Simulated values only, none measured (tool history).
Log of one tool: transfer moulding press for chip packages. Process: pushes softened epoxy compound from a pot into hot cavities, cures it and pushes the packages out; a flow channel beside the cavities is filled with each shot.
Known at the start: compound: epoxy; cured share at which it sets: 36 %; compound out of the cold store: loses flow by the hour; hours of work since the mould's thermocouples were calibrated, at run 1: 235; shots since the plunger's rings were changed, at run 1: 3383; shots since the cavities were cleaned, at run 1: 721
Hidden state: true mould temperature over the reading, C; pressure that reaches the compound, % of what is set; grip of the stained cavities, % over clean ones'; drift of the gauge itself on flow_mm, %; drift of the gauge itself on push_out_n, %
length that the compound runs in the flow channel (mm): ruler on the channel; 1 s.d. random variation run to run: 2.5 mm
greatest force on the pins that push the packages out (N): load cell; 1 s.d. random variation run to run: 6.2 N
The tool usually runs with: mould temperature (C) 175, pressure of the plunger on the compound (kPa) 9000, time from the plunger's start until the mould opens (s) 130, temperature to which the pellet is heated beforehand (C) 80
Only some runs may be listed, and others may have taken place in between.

run,hour,mould temperature (C),pressure of the plunger on the compound (kPa),time from the plunger's start until the mould opens (s),temperature to which the pellet is heated beforehand (C),hours of work since the mould's thermocouples were calibrated,shots since the plunger's rings were changed,shots since the cavities were cleaned,incoming compound's hours out of the cold store,length that the compound runs in the flow channel (mm),greatest force on the pins that push the packages out (N)
1,0,175,9000,130,80,235,3383,721,19.3,524,364
# hour 27.2: cavities cleaned with cleaning compound and waxed
2,35.1,175,9000,130,80,251,3606,53,24.1,517,417
3,70.6,175,9000,130,80,269,3841,288,26.2,510,418
4,115.3,175,9700,130,80,291,4137,584,19,542,418
# hour 165.2: cavities cleaned with cleaning compound and waxed
5,168.7,175,9700,130,80,316,4481,23,38.1,505,252
# hour 192.4: plunger's sealing rings changed
6,205.4,175,9000,130,80,333,86,249,39.2,512,301
7,270.8,175,9000,130,80,365,520,683,11.3,561,362
# hour 304: cavities cleaned with cleaning compound and waxed
8,304,175,9000,130,80,381,730,0,47,498,253
# hour 357.8: cavities cleaned with cleaning compound and waxed, once more
9,370.5,175,9000,130,80,413,1161,84,41.7,500,266
10,401.9,175,9000,130,80,428,1369,292,30.1,522,314
11,467.3,175,9000,130,80,460,1802,725,46.7,490,345
# hour 497.7: cavities cleaned with cleaning compound and waxed
12,526.1,175,9000,130,74,489,2182,188,30.3,520,324
13,553.4,175,9000,130,80,502,2363,369,9.3,556,337
14,606.4,176,9000,130,80,528,2714,720,36.3,497,346
# hour 638.6: cavities cleaned with cleaning compound and waxed
15,672.8,169,9160,130,73,560,3144,227,17.4,554,484
16,731.4,175,9160,110,86,589,3532,615,45.5,487,444
# hour 777: cavities cleaned with cleaning compound and waxed
17,782.1,175,9490,110,86,613,3858,33,9.9,561,377
18,810.6,177,9000,130,72,627,4047,222,35.4,492,294
19,868.8,175,7730,130,80,656,4433,608,29,470,354
20,896,175,8210,130,80,669,4613,788,10.9,513,387
# hour 904.2: plunger's sealing rings changed
# hour 915.9: cavities cleaned with cleaning compound and waxed
21,956.4,175,8210,130,79,697,335,267,37.9,490,330
# hour 963.4: mould's thermocouples calibrated
22,1014.1,175,7410,130,80,25,705,637,29,480,320
23,1042,176,9800,110,75,39,889,821,20.4,565,448
# hour 1056: cavities cleaned with cleaning compound and waxed
24,1078.4,168,9800,122,75,56,1121,148,12.8,597,531
25,1144,168,9800,122,75,88,1555,582,47.7,529,566
# hour 1195: cavities cleaned with cleaning compound and waxed
26,1210.9,168,9800,122,75,120,1989,105,43.2,530,443
27,1252.4,173,9000,118,80,141,2264,380,24.1,531,424

Here are 3 independent what-if runs from the current tool condition. What would each one return?
A,1311.9,172,8590,118,90,170,2658,774,48,?,?
B,1311.9,182,9000,118,80,170,2658,774,11.1,?,?
C,1311.9,170,8000,133,80,170,2658,774,23.7,?,?

run,length that the compound runs in the flow channel (mm),greatest force on the pins that push the packages out (N)
A,477,472
B,530,317
C,507,488
Stripped of hidden state, with their random variation kept, the same runs would have yielded:
run,length that the compound runs in the flow channel (mm),greatest force on the pins that push the packages out (N)
A,492,320
B,547,218
C,523,333
